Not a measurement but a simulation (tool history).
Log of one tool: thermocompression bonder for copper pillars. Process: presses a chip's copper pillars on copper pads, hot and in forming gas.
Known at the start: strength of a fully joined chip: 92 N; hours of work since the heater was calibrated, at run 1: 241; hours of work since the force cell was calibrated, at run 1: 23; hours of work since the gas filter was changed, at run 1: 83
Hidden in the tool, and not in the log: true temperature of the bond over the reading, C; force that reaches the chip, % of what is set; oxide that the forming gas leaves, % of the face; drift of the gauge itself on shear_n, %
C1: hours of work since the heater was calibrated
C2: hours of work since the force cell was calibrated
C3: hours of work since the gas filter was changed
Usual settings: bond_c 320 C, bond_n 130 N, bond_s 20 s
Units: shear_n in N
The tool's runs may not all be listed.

Run 1, hour 0.0: usual settings; C1 241; C2 23; C3 83. Result: shear_n 49.6 N.
Run 2, hour 9.0: usual settings; C1 245; C2 27; C3 87. Result: shear_n 48.1 N.
Run 3, hour 18.2: usual settings; C1 249; C2 31; C3 91. Result: shear_n 49.1 N.
Run 4, hour 24.1: usual settings; C1 251; C2 34; C3 94. Result: shear_n 47.8 N.
Run 5, hour 31.4: usual settings; C1 254; C2 37; C3 97. Result: shear_n 48.4 N.
Run 6, hour 40.2: usual settings but bond_n 86 N, bond_s 46 s; C1 258; C2 41; C3 101. Result: shear_n 51.1 N.
Run 7, hour 49.5: usual settings but bond_c 312 C, bond_n 153 N; C1 262; C2 45; C3 105. Result: shear_n 49.4 N.
Run 8, hour 55.2: usual settings but bond_c 312 C, bond_n 153 N; C1 265; C2 47; C3 107. Result: shear_n 49.2 N.
Run 9, hour 60.4: usual settings but bond_c 311 C, bond_n 95 N; C1 267; C2 49; C3 109. Result: shear_n 37.3 N.
Run 10, hour 66.9: usual settings but bond_c 298 C, bond_n 186 N, bond_s 53 s; C1 270; C2 52; C3 112. Result: shear_n 62.8 N.

Forecast each of these 5 alternatives for the next run:
Run A, hour 75.9: usual settings but bond_c 298 C, bond_n 108 N, bond_s 53 s; C1 274; C2 56; C3 116. Result: shear_n ?.
Run B, hour 75.9: usual settings but bond_c 343 C, bond_n 147 N, bond_s 15 s; C1 274; C2 56; C3 116. Result: shear_n ?.
Run C, hour 75.9: usual settings but bond_n 148 N, bond_s 11 s; C1 274; C2 56; C3 116. Result: shear_n ?.
Run D, hour 75.9: usual settings but bond_c 299 C, bond_n 107 N, bond_s 40 s; C1 274; C2 56; C3 116. Result: shear_n ?.
Run E, hour 75.9: usual settings but bond_c 298 C, bond_n 186 N, bond_s 18 s; C1 274; C2 56; C3 116. Result: shear_n ?.

run  shear_n
  A     48.8
  B     56.7
  C     42.4
  D     44.8
  E     46.5
Without the tool's hidden state the same runs would have given:
run  shear_n
  A     52.6
  B     60.7
  C     45.8
  D     48.4
  E     50.2

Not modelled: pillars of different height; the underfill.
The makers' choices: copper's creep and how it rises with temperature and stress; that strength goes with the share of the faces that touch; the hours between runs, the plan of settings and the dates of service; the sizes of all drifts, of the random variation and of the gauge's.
